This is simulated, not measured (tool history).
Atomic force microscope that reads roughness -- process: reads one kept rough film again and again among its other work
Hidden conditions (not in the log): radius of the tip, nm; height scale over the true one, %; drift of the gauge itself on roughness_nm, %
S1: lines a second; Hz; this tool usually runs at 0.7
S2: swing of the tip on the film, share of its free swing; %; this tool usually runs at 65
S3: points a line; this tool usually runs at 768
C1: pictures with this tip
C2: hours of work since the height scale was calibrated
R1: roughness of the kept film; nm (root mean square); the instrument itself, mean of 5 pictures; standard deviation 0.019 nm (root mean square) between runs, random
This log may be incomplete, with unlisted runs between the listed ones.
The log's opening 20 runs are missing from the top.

run	hour	S1	S2	S3	C1	C2	R1
# hour 985.5: new tip fitted
21	1001.3	0.7	65	768	36	1653	4.386
22	1055.6	0.7	63	346	158	1688	3.683
# hour 1078.1: new tip fitted
23	1108.8	0.7	61	837	69	1722	4.073
# hour 1173.5: new tip fitted
24	1175.2	1.25	61	281	4	1764	4.505
25	1214.5	2.641	55	281	93	1790	3.869
26	1255.5	2.243	65	735	185	1816	3.384
# hour 1270.6: new tip fitted
27	1316.4	2.243	65	735	103	1855	3.841
28	1352.8	0.562	89	803	184	1878	3.529
# hour 1364.5: new tip fitted
29	1414.8	0.562	89	803	113	1918	3.703
# hour 1457.5: new tip fitted
30	1479.1	0.562	89	803	49	1959	4.114
31	1535.3	1.841	81	768	176	1995	3.284
# hour 1552.9: new tip fitted
32	1583.4	1.841	81	768	68	2026	3.733
33	1633.4	1.841	81	768	181	2058	3.221
# hour 1648.2: new tip fitted
34	1673	1.35	65	747	56	2083	4.103
35	1721.6	2.859	61	620	165	2115	3.458
# hour 1741.9: new tip fitted
36	1782.3	2.859	61	620	90	2154	3.841
37	1826.9	2.859	61	905	191	2182	3.424
# hour 1837.9: new tip fitted
38	1868	1.274	65	261	68	2208	4.001
39	1908.3	1.274	65	261	159	2234	3.493
# hour 1931.4: new tip fitted
40	1953.2	3.649	65	297	49	2263	3.992
41	2009	3.244	57	397	175	2299	3.514
# hour 2023.6: new tip fitted
42	2042.4	3.244	57	397	43	2320	4.181

Consider 4 possible next runs. They are alternatives, not a sequence: every one starts from the tool as it was left by run 42. What does each give?
A	2081.1	1.913	69	369	130	2345	?
B	2081.1	3.997	65	768	130	2345	?
C	2081.1	0.7	67	768	130	2345	?
D	2081.1	3.244	72	397	130	2345	?

run	R1
A	3.664
B	3.572
C	3.841
D	3.475
Take away the tool's hidden state, keep each run's random variation, and the runs would have read:
run	R1
A	4.348
B	4.239
C	4.559
D	4.124

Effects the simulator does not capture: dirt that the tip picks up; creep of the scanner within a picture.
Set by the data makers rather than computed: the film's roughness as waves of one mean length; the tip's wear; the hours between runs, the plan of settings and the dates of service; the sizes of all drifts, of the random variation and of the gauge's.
